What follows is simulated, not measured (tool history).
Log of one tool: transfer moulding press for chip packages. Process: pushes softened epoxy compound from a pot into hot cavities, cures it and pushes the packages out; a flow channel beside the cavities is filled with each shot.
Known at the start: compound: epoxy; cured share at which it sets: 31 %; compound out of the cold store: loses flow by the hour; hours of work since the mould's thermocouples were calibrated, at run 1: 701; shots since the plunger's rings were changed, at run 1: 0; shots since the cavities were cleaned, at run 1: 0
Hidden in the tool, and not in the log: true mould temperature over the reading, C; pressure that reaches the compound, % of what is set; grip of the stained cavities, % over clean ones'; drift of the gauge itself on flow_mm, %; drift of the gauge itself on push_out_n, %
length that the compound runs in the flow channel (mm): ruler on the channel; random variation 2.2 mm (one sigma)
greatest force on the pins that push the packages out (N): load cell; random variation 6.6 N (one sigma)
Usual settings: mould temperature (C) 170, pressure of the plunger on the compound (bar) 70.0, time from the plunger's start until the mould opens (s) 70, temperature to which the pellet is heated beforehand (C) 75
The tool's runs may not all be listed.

| run | hour | mould temperature (C) | pressure of the plunger on the compound (bar) | time from the plunger's start until the mould opens (s) | temperature to which the pellet is heated beforehand (C) | hours of work since the mould's thermocouples were calibrated | shots since the plunger's rings were changed | shots since the cavities were cleaned | incoming compound's hours out of the cold store | length that the compound runs in the flow channel (mm) | greatest force on the pins that push the packages out (N) |
|---|---|---|---|---|---|---|---|---|---|---|---|
| 1 | 0.0 | 170 | 70.0 | 70 | 75 | 701 | 0 | 0 | 42.6 | 773 | 286 |
| 2 | 28.2 | 170 | 70.0 | 70 | 75 | 713 | 255 | 255 | 10.9 | 884 | 420 |
| 3 | 77.8 | 170 | 70.0 | 70 | 70 | 734 | 704 | 704 | 32.6 | 800 | 499 |
|  | 108.1 | cavities cleaned with cleaning compound and waxed |
| 4 | 125.9 | 170 | 70.0 | 70 | 70 | 754 | 1127 | 162 | 32.9 | 791 | 353 |
| 5 | 152.6 | 170 | 70.0 | 70 | 70 | 766 | 1368 | 403 | 41.6 | 761 | 442 |
|  | 194.5 | mould's thermocouples calibrated |
| 6 | 203.9 | 170 | 70.0 | 70 | 70 | 4 | 1814 | 849 | 42.1 | 756 | 520 |
|  | 214.7 | cavities cleaned with cleaning compound and waxed |
| 7 | 246.2 | 170 | 70.0 | 70 | 75 | 21 | 2184 | 285 | 13.1 | 855 | 400 |
| 8 | 292.0 | 165 | 70.0 | 70 | 75 | 41 | 2598 | 699 | 15.4 | 858 | 640 |
|  | 320.6 | cavities cleaned with cleaning compound and waxed |
| 9 | 340.4 | 165 | 70.0 | 70 | 75 | 61 | 3023 | 179 | 12.0 | 863 | 464 |
|  | 352.6 | plunger's sealing rings changed |
| 10 | 389.0 | 170 | 70.0 | 57 | 75 | 81 | 330 | 597 | 11.5 | 885 | 735 |
|  | 430.5 | cavities cleaned with cleaning compound and waxed |
| 11 | 433.6 | 170 | 70.0 | 86 | 75 | 99 | 720 | 28 | 17.1 | 860 | 258 |
| 12 | 464.7 | 170 | 70.0 | 86 | 75 | 112 | 1002 | 310 | 9.8 | 875 | 354 |
| 13 | 513.5 | 170 | 70.0 | 86 | 75 | 133 | 1444 | 752 | 14.6 | 854 | 468 |
|  | 534.4 | cavities cleaned with cleaning compound and waxed |
| 14 | 547.7 | 170 | 70.0 | 70 | 73 | 147 | 1739 | 120 | 39.5 | 764 | 316 |
| 15 | 586.8 | 170 | 70.0 | 95 | 73 | 164 | 2093 | 474 | 33.4 | 780 | 390 |
| 16 | 625.5 | 170 | 70.0 | 95 | 73 | 180 | 2444 | 825 | 38.9 | 757 | 456 |
|  | 640.6 | cavities cleaned with cleaning compound and waxed |
| 17 | 656.3 | 176 | 53.4 | 98 | 76 | 193 | 2709 | 142 | 34.6 | 659 | 299 |
| 18 | 677.2 | 170 | 77.1 | 66 | 75 | 201 | 2899 | 332 | 17.0 | 874 | 446 |
|  | 702.8 | plunger's sealing rings changed |
| 19 | 707.4 | 176 | 75.2 | 70 | 76 | 213 | 41 | 582 | 32.3 | 826 | 456 |
|  | 749.6 | cavities cleaned with cleaning compound and waxed |
| 20 | 753.3 | 176 | 75.2 | 70 | 76 | 232 | 444 | 34 | 46.1 | 772 | 246 |
| 21 | 776.0 | 176 | 75.2 | 70 | 76 | 242 | 649 | 239 | 35.0 | 807 | 351 |
| 22 | 806.6 | 176 | 75.2 | 70 | 76 | 255 | 926 | 516 | 32.0 | 817 | 411 |
| 23 | 831.2 | 176 | 75.2 | 70 | 76 | 265 | 1149 | 739 | 34.3 | 803 | 465 |
|  | 855.5 | cavities cleaned with cleaning compound and waxed |
| 24 | 856.8 | 176 | 75.2 | 70 | 76 | 276 | 1367 | 12 | 46.4 | 759 | 222 |
| 25 | 899.2 | 176 | 75.2 | 70 | 76 | 294 | 1751 | 396 | 16.0 | 859 | 399 |
| 26 | 946.8 | 170 | 70.0 | 50 | 71 | 314 | 2182 | 827 | 18.4 | 837 | 1138 |
|  | 959.1 | cavities cleaned with cleaning compound and waxed |
| 27 | 994.3 | 170 | 70.0 | 50 | 71 | 334 | 2599 | 319 | 40.9 | 753 | 814 |
| 28 | 1021.2 | 170 | 81.2 | 67 | 73 | 345 | 2842 | 562 | 20.2 | 884 | 526 |
|  | 1053.6 | plunger's sealing rings changed |
|  | 1066.9 | cavities cleaned with cleaning compound and waxed |
| 29 | 1075.7 | 170 | 81.2 | 67 | 73 | 367 | 186 | 79 | 27.4 | 886 | 335 |

3 ways to go on from here, each from the tool as it stands after run 29. What would each give?
| A | 1101.3 | 166 | 70.0 | 70 | 75 | 378 | 418 | 311 | 47.8 | ? | ? |
| B | 1101.3 | 169 | 81.2 | 52 | 70 | 378 | 418 | 311 | 34.3 | ? | ? |
| C | 1101.3 | 170 | 81.2 | 67 | 68 | 378 | 418 | 311 | 20.6 | ? | ? |

| run | length that the compound runs in the flow channel (mm) | greatest force on the pins that push the packages out (N) |
|---|---|---|
| A | 761 | 475 |
| B | 862 | 770 |
| C | 910 | 440 |
Without the tool's hidden state the same runs would have given:
| run | length that the compound runs in the flow channel (mm) | greatest force on the pins that push the packages out (N) |
|---|---|---|
| A | 765 | 305 |
| B | 866 | 490 |
| C | 914 | 282 |
